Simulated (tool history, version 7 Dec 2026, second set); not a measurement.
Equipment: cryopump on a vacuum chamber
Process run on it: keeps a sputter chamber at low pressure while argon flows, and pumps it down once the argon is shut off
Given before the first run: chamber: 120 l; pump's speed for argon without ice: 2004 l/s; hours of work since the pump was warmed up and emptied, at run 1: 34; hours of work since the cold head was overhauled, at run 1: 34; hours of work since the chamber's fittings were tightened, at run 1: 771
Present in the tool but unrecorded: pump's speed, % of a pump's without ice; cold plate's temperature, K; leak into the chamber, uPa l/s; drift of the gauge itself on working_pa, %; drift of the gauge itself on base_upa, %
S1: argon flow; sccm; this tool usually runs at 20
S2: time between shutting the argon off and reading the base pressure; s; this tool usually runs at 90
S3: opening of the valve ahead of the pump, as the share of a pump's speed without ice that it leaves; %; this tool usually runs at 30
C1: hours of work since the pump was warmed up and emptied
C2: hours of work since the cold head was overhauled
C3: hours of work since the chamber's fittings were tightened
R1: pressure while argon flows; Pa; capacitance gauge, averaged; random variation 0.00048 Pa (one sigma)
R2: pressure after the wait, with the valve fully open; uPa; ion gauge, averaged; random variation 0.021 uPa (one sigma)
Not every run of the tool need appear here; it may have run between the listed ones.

{"run": 1, "hour": 0.0, "S1": 20, "S2": 90, "S3": 30, "C1": 34, "C2": 34, "C3": 771, "R1": 0.0565, "R2": 0.57}
{"run": 2, "hour": 37.1, "S1": 16, "S2": 90, "S3": 30, "C1": 66, "C2": 66, "C3": 803, "R1": 0.0457, "R2": 0.59}
{"run": 3, "hour": 58.2, "S1": 10, "S2": 90, "S3": 30, "C1": 84, "C2": 84, "C3": 822, "R1": 0.0285, "R2": 0.59}
{"run": 4, "hour": 89.8, "S1": 20, "S2": 90, "S3": 30, "C1": 112, "C2": 112, "C3": 849, "R1": 0.0567, "R2": 0.6}
{"run": 5, "hour": 124.4, "S1": 20, "S2": 90, "S3": 30, "C1": 142, "C2": 142, "C3": 879, "R1": 0.0576, "R2": 0.58}
{"run": 6, "hour": 160.3, "S1": 20, "S2": 90, "S3": 30, "C1": 173, "C2": 173, "C3": 910, "R1": 0.0574, "R2": 0.65}
{"run": 7, "hour": 190.5, "S1": 20, "S2": 90, "S3": 30, "C1": 199, "C2": 199, "C3": 937, "R1": 0.0571, "R2": 0.64}
{"run": 8, "hour": 220.5, "S1": 20, "S2": 30, "S3": 30, "C1": 225, "C2": 225, "C3": 963, "R1": 0.0572, "R2": 1.16}
{"run": 9, "hour": 258.5, "S1": 20, "S2": 30, "S3": 30, "C1": 258, "C2": 258, "C3": 996, "R1": 0.0567, "R2": 1.12}
{"run": 10, "hour": 293.3, "S1": 14, "S2": 30, "S3": 30, "C1": 288, "C2": 288, "C3": 1026, "R1": 0.0401, "R2": 1.16}
{"run": 11, "hour": 334.4, "S1": 14, "S2": 30, "S3": 30, "C1": 324, "C2": 324, "C3": 1061, "R1": 0.04, "R2": 1.2}
{"run": 12, "hour": 368.7, "S1": 14, "S2": 90, "S3": 30, "C1": 354, "C2": 354, "C3": 1091, "R1": 0.0399, "R2": 0.71}
{"run": 13, "hour": 412.8, "S1": 14, "S2": 90, "S3": 30, "C1": 392, "C2": 392, "C3": 1130, "R1": 0.0405, "R2": 0.74}
{"run": 14, "hour": 446.2, "S1": 20, "S2": 90, "S3": 30, "C1": 421, "C2": 421, "C3": 1159, "R1": 0.0585, "R2": 0.8}
{"run": 15, "hour": 490.6, "S1": 20, "S2": 90, "S3": 30, "C1": 460, "C2": 460, "C3": 1197, "R1": 0.059, "R2": 0.71}
{"run": 16, "hour": 521.3, "S1": 20, "S2": 90, "S3": 30, "C1": 486, "C2": 486, "C3": 1224, "R1": 0.0585, "R2": 0.74}
{"run": 17, "hour": 541.3, "S1": 20, "S2": 90, "S3": 30, "C1": 504, "C2": 504, "C3": 1241, "R1": 0.0582, "R2": 0.72}
{"run": 18, "hour": 583.9, "S1": 20, "S2": 90, "S3": 30, "C1": 541, "C2": 541, "C3": 1278, "R1": 0.0585, "R2": 0.75}
{"run": 19, "hour": 624.5, "S1": 9, "S2": 201, "S3": 30, "C1": 576, "C2": 576, "C3": 1313, "R1": 0.0262, "R2": 0.69}
{"run": 20, "hour": 650.7, "S1": 9, "S2": 201, "S3": 30, "C1": 599, "C2": 599, "C3": 1336, "R1": 0.0265, "R2": 0.64}
{"run": 21, "hour": 685.7, "S1": 14, "S2": 174, "S3": 21, "C1": 629, "C2": 629, "C3": 1367, "R1": 0.06, "R2": 0.67}
{"run": 22, "hour": 723.9, "S1": 20, "S2": 90, "S3": 25, "C1": 662, "C2": 662, "C3": 1400, "R1": 0.0708, "R2": 0.84}
{"run": 23, "hour": 759.4, "S1": 20, "S2": 90, "S3": 25, "C1": 693, "C2": 693, "C3": 1430, "R1": 0.0711, "R2": 0.84}
{"run": 24, "hour": 781.6, "S1": 20, "S2": 30, "S3": 19, "C1": 712, "C2": 712, "C3": 1450, "R1": 0.0933, "R2": 1.34}
{"run": 25, "hour": 826.5, "S1": 9, "S2": 90, "S3": 24, "C1": 751, "C2": 751, "C3": 1489, "R1": 0.0337, "R2": 0.87}
{"run": 26, "hour": 849.4, "S1": 20, "S2": 166, "S3": 30, "C1": 771, "C2": 771, "C3": 1509, "R1": 0.0599, "R2": 0.78}
{"run": 27, "hour": 889.1, "S1": 12, "S2": 109, "S3": 38, "C1": 806, "C2": 806, "C3": 1543, "R1": 0.0288, "R2": 0.83}
{"run": 28, "hour": 924.0, "S1": 19, "S2": 90, "S3": 44, "C1": 836, "C2": 836, "C3": 1573, "R1": 0.0399, "R2": 0.92}
{"run": 29, "hour": 945.1, "S1": 22, "S2": 33, "S3": 44, "C1": 854, "C2": 854, "C3": 1592, "R1": 0.0474, "R2": 1.28}
{"run": 30, "hour": 977.1, "S1": 32, "S2": 62, "S3": 47, "C1": 882, "C2": 882, "C3": 1619, "R1": 0.0644, "R2": 1.02}
{"run": 31, "hour": 1010.5, "S1": 20, "S2": 90, "S3": 20, "C1": 911, "C2": 911, "C3": 1649, "R1": 0.089, "R2": 0.92}
{"run": 32, "hour": 1042.2, "S1": 16, "S2": 281, "S3": 52, "C1": 939, "C2": 939, "C3": 1676, "R1": 0.0293, "R2": 0.81}
{"hour": 1069.5, "done": "pump warmed up, emptied and cooled again"}
{"run": 33, "hour": 1072.1, "S1": 16, "S2": 281, "S3": 52, "C1": 2, "C2": 960, "C3": 1698, "R1": 0.0264, "R2": 0.66}
{"run": 34, "hour": 1113.0, "S1": 12, "S2": 108, "S3": 24, "C1": 38, "C2": 996, "C3": 1733, "R1": 0.0429, "R2": 0.79}
{"run": 35, "hour": 1148.5, "S1": 33, "S2": 112, "S3": 35, "C1": 69, "C2": 1026, "C3": 1764, "R1": 0.0797, "R2": 0.75}

Run by run, hidden condition taken away, random variation retained:
run=1 R1=0.0563 R2=0.37
run=2 R1=0.0454 R2=0.38
run=3 R1=0.0282 R2=0.39
run=4 R1=0.0561 R2=0.37
run=5 R1=0.0568 R2=0.35
run=6 R1=0.0565 R2=0.41
run=7 R1=0.0561 R2=0.39
run=8 R1=0.0561 R2=0.91
run=9 R1=0.0555 R2=0.85
run=10 R1=0.0391 R2=0.88
run=11 R1=0.0389 R2=0.91
run=12 R1=0.0387 R2=0.4
run=13 R1=0.0392 R2=0.42
run=14 R1=0.0565 R2=0.46
run=15 R1=0.0567 R2=0.37
run=16 R1=0.0562 R2=0.39
run=17 R1=0.0558 R2=0.37
run=18 R1=0.0559 R2=0.37
run=19 R1=0.0249 R2=0.3
run=20 R1=0.0251 R2=0.24
run=21 R1=0.0578 R2=0.26
run=22 R1=0.0675 R2=0.41
run=23 R1=0.0677 R2=0.41
run=24 R1=0.0897 R2=0.89
run=25 R1=0.032 R2=0.4
run=26 R1=0.056 R2=0.3
run=27 R1=0.0263 R2=0.34
run=28 R1=0.0358 R2=0.41
run=29 R1=0.0425 R2=0.78
run=30 R1=0.057 R2=0.49
run=31 R1=0.0842 R2=0.39
run=32 R1=0.0253 R2=0.26
run=33 R1=0.0262 R2=0.25
run=34 R1=0.0426 R2=0.37
run=35 R1=0.0788 R2=0.32

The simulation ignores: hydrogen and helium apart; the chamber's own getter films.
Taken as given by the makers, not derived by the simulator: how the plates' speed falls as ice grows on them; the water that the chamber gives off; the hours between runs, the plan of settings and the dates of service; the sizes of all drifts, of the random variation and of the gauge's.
